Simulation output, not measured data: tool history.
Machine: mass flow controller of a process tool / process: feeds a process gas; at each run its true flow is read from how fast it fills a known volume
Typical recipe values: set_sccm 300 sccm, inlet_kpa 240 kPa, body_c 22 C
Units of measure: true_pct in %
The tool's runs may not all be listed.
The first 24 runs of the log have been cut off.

run      day  set_sccm  inlet_kpa  body_c  hours of work since the controller was set to zero  hours of work since the controller was changed  true_pct
 25  330.571       300        186      25                                                 393                                            4938     98.71
 26  338.854       300        186      25                                                 467                                            5011     98.67
 27  351.971       117        224      22                                                 583                                            5127     97.33
 28  370.421        73        264      22                                                 746                                            5291     97.12
 29  381.221       121        264      25                                                 841                                            5386     97.69
 30  390.650       121        264      33                                                 925                                            5469     98.24
 31  404.004       276        266      21                                                1043                                            5588     98.39
 32  417.908       257        164      22                                                1166                                            5711     98.18
 33  435.654       257        164      22                                                1323                                            5867     98.30
 34  444.792       257        164      22                                                1404                                            5948     98.18
 35  458.496       257        164      22                                                1525                                            6070     98.12
 36  475.746       430        183      22                                                1677                                            6222     99.23
 37  484.192       430        183      22                                                1752                                            6297     99.18
 38  498.283       430        183      22                                                1877                                            6421     99.24
 39  513.275       430        183      22                                                2009                                            6554     99.22
 40  525.533       430        183      22                                                2118                                            6662     99.35
 41  537.246       430        234      38                                                2221                                            6766    100.60
     548.458  -- controller exchanged for a calibrated one
 42  550.133       171        238      22                                                  15                                              15     97.87
 43  569.767       171        238      22                                                 188                                             188     97.62
 44  584.829        58        146      31                                                 322                                             322     97.61
 45  602.308        94        190      31                                                 476                                             476     97.84
 46  621.262       300        161      38                                                 644                                             644     99.72
 47  635.946       455        240      36                                                 774                                             774    100.66
 48  648.146       455        240      36                                                 882                                             882    100.63

Each row is a separate what-if for the run after 48, all from the same tool condition, not one after another. Results?
  A  656.229       455        267      36                                                 953                                             953         ?
  B  656.229       498        161      36                                                 953                                             953         ?
  C  656.229        55        191      36                                                 953                                             953         ?

run  true_pct
  A    100.72
  B    100.84
  C     97.94
Stripped of hidden state, with their random variation kept, the same runs would have yielded:
run  true_pct
  A    100.72
  B    100.84
  C     97.93
